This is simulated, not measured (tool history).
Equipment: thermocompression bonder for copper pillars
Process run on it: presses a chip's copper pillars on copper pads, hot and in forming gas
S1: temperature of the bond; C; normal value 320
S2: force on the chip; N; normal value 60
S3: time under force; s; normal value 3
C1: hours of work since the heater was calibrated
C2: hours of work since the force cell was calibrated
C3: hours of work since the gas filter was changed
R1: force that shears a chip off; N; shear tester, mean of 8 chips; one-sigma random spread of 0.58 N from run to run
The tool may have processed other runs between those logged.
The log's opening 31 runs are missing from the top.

run,hour,S1,S2,S3,C1,C2,C3,R1
32,1037.6,299,81,3,209,390,77,54.7
33,1084.1,299,81,3,243,425,112,55.2
34,1116.8,299,81,3,267,449,136,54.7
35,1136,299,81,3,282,464,150,55.9
36,1163.7,299,46,3,302,484,171,37.1
37,1188,292,44,3,320,502,189,32.5
38,1233.6,323,56,6,354,536,223,68.7
39,1258.2,320,60,2,372,554,241,48.5

Each row is a separate what-if for the run after 39, all from the same tool condition, not one after another. Results?
A,1295.7,335,60,3,400,582,269,?
B,1295.7,320,89,2,400,582,269,?
C,1295.7,346,52,2,400,582,269,?

run,R1
A,63.6
B,63
C,55.8
Stripped of hidden state, with their random variation kept, the same runs would have yielded:
run,R1
A,64
B,63.4
C,56.2

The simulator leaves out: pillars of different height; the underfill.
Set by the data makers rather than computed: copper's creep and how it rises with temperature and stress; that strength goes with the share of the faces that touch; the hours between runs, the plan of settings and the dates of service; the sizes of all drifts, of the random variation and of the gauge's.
